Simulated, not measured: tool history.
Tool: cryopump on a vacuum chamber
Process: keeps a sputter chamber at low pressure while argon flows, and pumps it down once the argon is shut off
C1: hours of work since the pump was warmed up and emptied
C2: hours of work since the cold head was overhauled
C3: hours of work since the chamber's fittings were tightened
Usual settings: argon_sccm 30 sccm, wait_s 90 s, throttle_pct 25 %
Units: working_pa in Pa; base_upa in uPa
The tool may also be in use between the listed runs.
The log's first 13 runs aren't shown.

Run 14, hour 159.2: usual settings; C1 210; C2 210; C3 1481. Result: working_pa 0.192 Pa, base_upa 3.27 uPa.
Run 15, hour 169.6: usual settings; C1 215; C2 215; C3 1486. Result: working_pa 0.1914 Pa, base_upa 3.33 uPa.
Run 16, hour 180.8: usual settings; C1 220; C2 220; C3 1491. Result: working_pa 0.1931 Pa, base_upa 3.33 uPa.
Run 17, hour 196.4: usual settings; C1 228; C2 228; C3 1499. Result: working_pa 0.1939 Pa, base_upa 3.32 uPa.
Run 18, hour 212: usual settings but wait_s 173 s; C1 235; C2 235; C3 1506. Result: working_pa 0.1936 Pa, base_upa 2.71 uPa.
Run 19, hour 227.6: usual settings but wait_s 189 s; C1 243; C2 243; C3 1513. Result: working_pa 0.1936 Pa, base_upa 2.69 uPa.
Run 20, hour 240.2: usual settings but wait_s 189 s; C1 249; C2 249; C3 1519. Result: working_pa 0.193 Pa, base_upa 2.71 uPa.
Run 21, hour 253.4: usual settings but wait_s 189 s; C1 255; C2 255; C3 1526. Result: working_pa 0.1953 Pa, base_upa 2.74 uPa.
Run 22, hour 268.9: usual settings but throttle_pct 42 %; C1 262; C2 262; C3 1533. Result: working_pa 0.1224 Pa, base_upa 3.43 uPa.
Run 23, hour 275.5: usual settings but throttle_pct 42 %; C1 266; C2 266; C3 1536. Result: working_pa 0.1216 Pa, base_upa 3.6 uPa.
Run 24, hour 282.7: usual settings but throttle_pct 27 %; C1 269; C2 269; C3 1540. Result: working_pa 0.1804 Pa, base_upa 3.53 uPa.
Run 25, hour 295.6: usual settings but argon_sccm 24 sccm, wait_s 21 s; C1 275; C2 275; C3 1546. Result: working_pa 0.1556 Pa, base_upa 8.15 uPa.
Run 26, hour 304.9: usual settings but argon_sccm 24 sccm, wait_s 21 s; C1 280; C2 280; C3 1550. Result: working_pa 0.1567 Pa, base_upa 8.09 uPa.
Run 27, hour 315.3: usual settings but argon_sccm 13 sccm, throttle_pct 47 %; C1 285; C2 285; C3 1555. Result: working_pa 0.0489 Pa, base_upa 3.49 uPa.
Run 28, hour 324.2: usual settings but argon_sccm 42 sccm, wait_s 83 s, throttle_pct 30 %; C1 289; C2 289; C3 1559. Result: working_pa 0.2321 Pa, base_upa 3.56 uPa.
Run 29, hour 330.8: usual settings but argon_sccm 18 sccm, wait_s 161 s, throttle_pct 53 %; C1 292; C2 292; C3 1563. Result: working_pa 0.0603 Pa, base_upa 2.95 uPa.
Run 30, hour 339.9: usual settings but argon_sccm 60 sccm, wait_s 26 s, throttle_pct 54 %; C1 296; C2 296; C3 1567. Result: working_pa 0.2035 Pa, base_upa 6.91 uPa.
Run 31, hour 353.8: usual settings but argon_sccm 45 sccm, wait_s 32 s, throttle_pct 24 %; C1 303; C2 303; C3 1574. Result: working_pa 0.3106 Pa, base_upa 6.17 uPa.
Run 32, hour 360.8: usual settings but argon_sccm 45 sccm, wait_s 32 s, throttle_pct 24 %; C1 306; C2 306; C3 1577. Result: working_pa 0.3083 Pa, base_upa 6.33 uPa.
Run 33, hour 372.2: usual settings but argon_sccm 54 sccm, wait_s 35 s, throttle_pct 41 %; C1 312; C2 312; C3 1582. Result: working_pa 0.2298 Pa, base_upa 5.71 uPa.
Run 34, hour 385.8: usual settings but argon_sccm 54 sccm, wait_s 35 s, throttle_pct 41 %; C1 318; C2 318; C3 1589. Result: working_pa 0.2315 Pa, base_upa 5.84 uPa.

Forecast each of these 3 alternatives for the next run:
Run A, hour 393.3: usual settings but wait_s 128 s; C1 322; C2 322; C3 1592. Result: working_pa ?, base_upa ?.
Run B, hour 393.3: usual settings but argon_sccm 56 sccm, wait_s 266 s, throttle_pct 41 %; C1 322; C2 322; C3 1592. Result: working_pa ?, base_upa ?.
Run C, hour 393.3: usual settings but argon_sccm 43 sccm, wait_s 74 s, throttle_pct 18 %; C1 322; C2 322; C3 1592. Result: working_pa ?, base_upa ?.

run  working_pa  base_upa
  A      0.2002      3.33
  B      0.2396      2.84
  C      0.3861      4.03
Without the tool's hidden state the same runs would have given:
run  working_pa  base_upa
  A       0.182      1.26
  B      0.2058      0.77
  C      0.3603      1.97
